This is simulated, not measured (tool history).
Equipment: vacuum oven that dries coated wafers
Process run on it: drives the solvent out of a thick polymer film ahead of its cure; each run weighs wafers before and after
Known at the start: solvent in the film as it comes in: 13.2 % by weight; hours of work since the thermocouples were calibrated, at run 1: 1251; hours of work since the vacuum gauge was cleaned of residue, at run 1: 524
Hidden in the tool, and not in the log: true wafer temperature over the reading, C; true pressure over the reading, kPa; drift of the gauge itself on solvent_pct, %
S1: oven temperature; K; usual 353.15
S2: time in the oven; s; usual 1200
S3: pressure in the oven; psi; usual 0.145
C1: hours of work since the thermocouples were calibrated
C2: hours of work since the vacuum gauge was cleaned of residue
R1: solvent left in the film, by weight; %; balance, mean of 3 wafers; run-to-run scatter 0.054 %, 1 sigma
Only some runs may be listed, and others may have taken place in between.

| run | hour | S1 | S2 | S3 | C1 | C2 | R1 |
|---|---|---|---|---|---|---|---|
| 1 | 0 | 353.15 | 1200 | 0.145 | 1251 | 524 | 2.64 |
| 2 | 41.7 | 351.15 | 1200 | 0.145 | 1281 | 554 | 3.06 |
| 3 | 85.2 | 351.15 | 1200 | 0.145 | 1313 | 585 | 3.04 |
| 4 | 137.7 | 351.15 | 1200 | 0.145 | 1350 | 623 | 2.92 |
| 5 | 197.8 | 351.15 | 1200 | 0.145 | 1393 | 666 | 3.17 |
| 6 | 252.4 | 353.15 | 1200 | 0.145 | 1433 | 705 | 2.88 |
| 7 | 316.8 | 353.15 | 780 | 0.145 | 1479 | 751 | 4.39 |
| 8 | 376.9 | 353.15 | 1200 | 0.145 | 1522 | 794 | 2.87 |
| 9 | 443.4 | 353.15 | 1200 | 0.145 | 1570 | 842 | 2.9 |
| 10 | 473.4 | 353.15 | 1200 | 0.145 | 1591 | 864 | 2.93 |
| 11 | 504.9 | 353.15 | 1200 | 0.145 | 1614 | 886 | 2.95 |
|  | 533 | oven's thermocouples calibrated |
| 12 | 567.7 | 353.15 | 1200 | 0.145 | 25 | 930 | 2.2 |
| 13 | 611.6 | 353.15 | 1200 | 0.145 | 56 | 961 | 2.26 |
| 14 | 673.8 | 353.15 | 1200 | 0.145 | 101 | 1006 | 2.32 |
| 15 | 730.7 | 353.15 | 1200 | 0.145 | 142 | 1047 | 2.28 |
| 16 | 771.2 | 353.15 | 1200 | 0.145 | 171 | 1076 | 2.24 |

What does the tool deliver on the next run?
| 17 | 811.1 | 355.15 | 1140 | 0.271 | 200 | 1105 | ? |

Run 17 measured R1 2.52 %.
Were there no unlogged condition in the tool, this run, its random variation unchanged, would have produced R1 2.35 %.
